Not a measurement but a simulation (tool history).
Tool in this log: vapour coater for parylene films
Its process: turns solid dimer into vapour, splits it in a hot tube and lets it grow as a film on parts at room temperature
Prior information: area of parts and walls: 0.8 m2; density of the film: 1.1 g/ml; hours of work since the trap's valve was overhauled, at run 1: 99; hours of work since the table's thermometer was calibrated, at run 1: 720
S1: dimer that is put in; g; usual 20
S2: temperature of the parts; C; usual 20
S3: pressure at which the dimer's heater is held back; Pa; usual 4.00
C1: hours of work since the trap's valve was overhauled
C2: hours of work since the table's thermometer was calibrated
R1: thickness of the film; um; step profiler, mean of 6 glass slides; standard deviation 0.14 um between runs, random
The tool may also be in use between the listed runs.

{"run": 1, "hour": 0.0, "S1": 20, "S2": 20, "S3": 4.0, "C1": 99, "C2": 720, "R1": 17.99}
{"run": 2, "hour": 82.8, "S1": 20, "S2": 20, "S3": 4.0, "C1": 161, "C2": 781, "R1": 18.1}
{"run": 3, "hour": 134.1, "S1": 20, "S2": 20, "S3": 4.0, "C1": 199, "C2": 819, "R1": 18.23}
{"run": 4, "hour": 181.1, "S1": 20, "S2": 20, "S3": 4.0, "C1": 234, "C2": 854, "R1": 18.52}
{"run": 5, "hour": 218.7, "S1": 20, "S2": 20, "S3": 4.0, "C1": 262, "C2": 882, "R1": 18.29}
{"run": 6, "hour": 278.1, "S1": 20, "S2": 14, "S3": 4.0, "C1": 306, "C2": 926, "R1": 21.58}
{"hour": 313.8, "done": "trap's valve overhauled"}
{"run": 7, "hour": 361.9, "S1": 20, "S2": 12, "S3": 4.0, "C1": 36, "C2": 986, "R1": 22.38}
{"run": 8, "hour": 407.7, "S1": 20, "S2": 12, "S3": 4.0, "C1": 70, "C2": 1019, "R1": 22.26}
{"run": 9, "hour": 453.5, "S1": 20, "S2": 12, "S3": 9.94, "C1": 104, "C2": 1054, "R1": 21.17}
{"run": 10, "hour": 523.2, "S1": 22, "S2": 20, "S3": 2.58, "C1": 156, "C2": 1105, "R1": 20.69}
{"run": 11, "hour": 600.0, "S1": 30, "S2": 14, "S3": 2.58, "C1": 213, "C2": 1162, "R1": 33.43}
{"run": 12, "hour": 668.2, "S1": 33, "S2": 14, "S3": 2.58, "C1": 263, "C2": 1213, "R1": 36.68}
{"run": 13, "hour": 718.3, "S1": 28, "S2": 16, "S3": 9.67, "C1": 300, "C2": 1250, "R1": 26.42}
{"hour": 760.7, "done": "trap's valve overhauled"}
{"run": 14, "hour": 776.8, "S1": 10, "S2": 26, "S3": 5.37, "C1": 12, "C2": 1291, "R1": 7.67}
{"run": 15, "hour": 854.4, "S1": 10, "S2": 25, "S3": 4.0, "C1": 70, "C2": 1348, "R1": 8.02}
{"run": 16, "hour": 905.6, "S1": 18, "S2": 16, "S3": 2.59, "C1": 108, "C2": 1386, "R1": 18.74}

Forecast run 17:
{"hour": 965.5, "done": "table's thermometer calibrated"}
{"run": 17, "hour": 991.1, "S1": 18, "S2": 16, "S3": 2.59, "C1": 170, "C2": 19, "R1": "?"}

Run 17 gave R1 19.22 um.
Minus the tool's unlogged condition, the same run would have read R1 19.28 um.

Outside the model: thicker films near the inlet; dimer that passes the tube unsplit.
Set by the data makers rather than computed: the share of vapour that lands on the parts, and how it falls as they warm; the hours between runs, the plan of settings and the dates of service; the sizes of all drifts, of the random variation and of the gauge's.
